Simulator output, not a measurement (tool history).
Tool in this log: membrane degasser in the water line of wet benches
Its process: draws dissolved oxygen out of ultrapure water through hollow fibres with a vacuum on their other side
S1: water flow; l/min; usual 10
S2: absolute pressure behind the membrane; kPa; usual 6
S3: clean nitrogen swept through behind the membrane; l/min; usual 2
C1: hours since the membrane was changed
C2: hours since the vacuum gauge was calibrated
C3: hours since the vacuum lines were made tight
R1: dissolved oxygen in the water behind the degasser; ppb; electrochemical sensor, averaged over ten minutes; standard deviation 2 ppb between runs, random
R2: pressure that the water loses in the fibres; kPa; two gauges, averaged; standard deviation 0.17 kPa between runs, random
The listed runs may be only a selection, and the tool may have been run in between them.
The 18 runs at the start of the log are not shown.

Run 19, day 93.675: usual settings but S1 9 l/min, S2 5.37 kPa, S3 3.68 l/min; C1 3098; C2 1766; C3 4407. Result: R1 140.2 ppb, R2 23.53 kPa.
Run 20, day 96.904: usual settings but S1 9 l/min, S2 5.37 kPa, S3 3.68 l/min; C1 3176; C2 1843; C3 4485. Result: R1 137.9 ppb, R2 23.52 kPa.
Run 21, day 102.633: usual settings but S2 9.32 kPa; C1 3313; C2 1981; C3 4622. Result: R1 251.7 ppb, R2 25.92 kPa.
Run 22, day 107.929: usual settings but S2 9.32 kPa; C1 3440; C2 2108; C3 4749. Result: R1 257.5 ppb, R2 26 kPa.
Run 23, day 111.012: usual settings but S1 8 l/min, S2 10.83 kPa, S3 1.26 l/min; C1 3514; C2 2182; C3 4823. Result: R1 201.2 ppb, R2 21.12 kPa.
Run 24, day 116.658: usual settings but S1 7 l/min, S2 3.77 kPa, S3 1.03 l/min; C1 3650; C2 2317; C3 4959. Result: R1 61.1 ppb, R2 18.28 kPa.
Run 25, day 121.65: usual settings but S1 7 l/min, S2 3.77 kPa, S3 1.03 l/min; C1 3770; C2 2437; C3 5079. Result: R1 60.9 ppb, R2 18.28 kPa.
Run 26, day 126.558: usual settings but S1 15 l/min, S2 8.17 kPa, S3 2.03 l/min; C1 3888; C2 2555; C3 5196. Result: R1 612.5 ppb, R2 39.31 kPa.
Run 27, day 130.6: usual settings but S1 15 l/min, S2 8.17 kPa, S3 2.46 l/min; C1 3984; C2 2652; C3 5293. Result: R1 600.6 ppb, R2 39.52 kPa.
Run 28, day 135.042: usual settings but S1 14 l/min, S2 8.17 kPa, S3 2.32 l/min; C1 4091; C2 2759; C3 5400. Result: R1 516.6 ppb, R2 36.74 kPa.
Run 29, day 138.233: usual settings but S1 14 l/min, S2 4.36 kPa, S3 1.34 l/min; C1 4168; C2 2835; C3 5477. Result: R1 491.4 ppb, R2 36.59 kPa.
Run 30, day 143.808: usual settings but S1 7 l/min, S3 1.1 l/min; C1 4302; C2 2969; C3 5610. Result: R1 97.6 ppb, R2 18.45 kPa.
Run 31, day 146.958: usual settings but S1 7 l/min, S3 1.1 l/min; C1 4377; C2 3044; C3 5686. Result: R1 94.2 ppb, R2 18.48 kPa.
Run 32, day 150.383: usual settings but S1 7 l/min, S3 1.1 l/min; C1 4459; C2 3127; C3 5768. Result: R1 96.4 ppb, R2 18.58 kPa.
Run 33, day 156.088: usual settings but S1 7 l/min, S3 1.1 l/min; C1 4596; C2 3264; C3 5905. Result: R1 97.1 ppb, R2 18.35 kPa.

3 ways to go on from here, each from the tool as it stands after run 33. What would each give?
Run A, day 159.838: usual settings but S1 14 l/min, S3 1.1 l/min; C1 4686; C2 3354; C3 5995. Result: R1 ?, R2 ?.
Run B, day 159.838: usual settings but S2 14.6 kPa; C1 4686; C2 3354; C3 5995. Result: R1 ?, R2 ?.
Run C, day 159.838: usual settings but S1 13 l/min, S2 10.03 kPa, S3 4.77 l/min; C1 4686; C2 3354; C3 5995. Result: R1 ?, R2 ?.

run     R1     R2
  A  522.9  36.88
  B  314.4  26.35
  C  425.2   34.1
Stripped of hidden state, with their random variation kept, the same runs would have yielded:
run     R1     R2
  A    495  36.26
  B  298.5  25.91
  C  403.8  33.53

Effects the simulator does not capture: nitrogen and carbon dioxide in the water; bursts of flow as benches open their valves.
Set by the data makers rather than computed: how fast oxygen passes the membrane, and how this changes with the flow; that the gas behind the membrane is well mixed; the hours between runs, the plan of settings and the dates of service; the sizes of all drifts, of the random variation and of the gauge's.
